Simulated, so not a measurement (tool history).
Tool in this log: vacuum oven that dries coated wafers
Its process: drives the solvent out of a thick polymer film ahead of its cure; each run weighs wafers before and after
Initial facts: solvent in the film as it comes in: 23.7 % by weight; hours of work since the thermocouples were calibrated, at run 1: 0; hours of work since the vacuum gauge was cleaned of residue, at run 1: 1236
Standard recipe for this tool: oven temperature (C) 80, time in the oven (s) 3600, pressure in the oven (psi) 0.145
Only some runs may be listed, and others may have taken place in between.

run     day  oven temperature (C)  time in the oven (s)  pressure in the oven (psi)  hours of work since the thermocouples were calibrated  hours of work since the vacuum gauge was cleaned of residue  solvent left in the film (%)
  1       0                    80                  3600                       0.145                                                      0                                                         1236                          5.73
  2   3.254                    80                  3600                       0.145                                                     32                                                         1269                          5.77
  3   6.212                    80                  3600                       0.145                                                     62                                                         1298                          5.66
  4   8.388                    80                  3600                       0.145                                                     84                                                         1320                          5.69
  5  11.567                    72                  3600                       0.145                                                    115                                                         1351                          9.83
  6  13.767                    80                  3600                       0.505                                                    137                                                         1373                          6.81
  7  16.533                    80                  3600                       0.505                                                    165                                                         1401                          6.79
  8  20.296                    89                  4320                       0.447                                                    202                                                         1438                          2.35
  9  23.992                    87                  3600                       0.138                                                    239                                                         1475                          2.55
 10  27.721                    80                  2100                       0.145                                                    276                                                         1512                          9.12
     28.008  -- vacuum gauge cleaned of residue and calibrated
 11  30.867                    80                  3960                       0.174                                                    307                                                           28                          5.11

Run 12, settings as shown, results not yet in. Your forecast:
 12  32.867                    80                  3540                       0.174                                                    327                                                           48                             ?

Run 12 gave solvent left in the film (%) 5.77.
If the tool had no hidden condition, the same run with the same run-to-run variation would have returned solvent left in the film (%) 5.95.
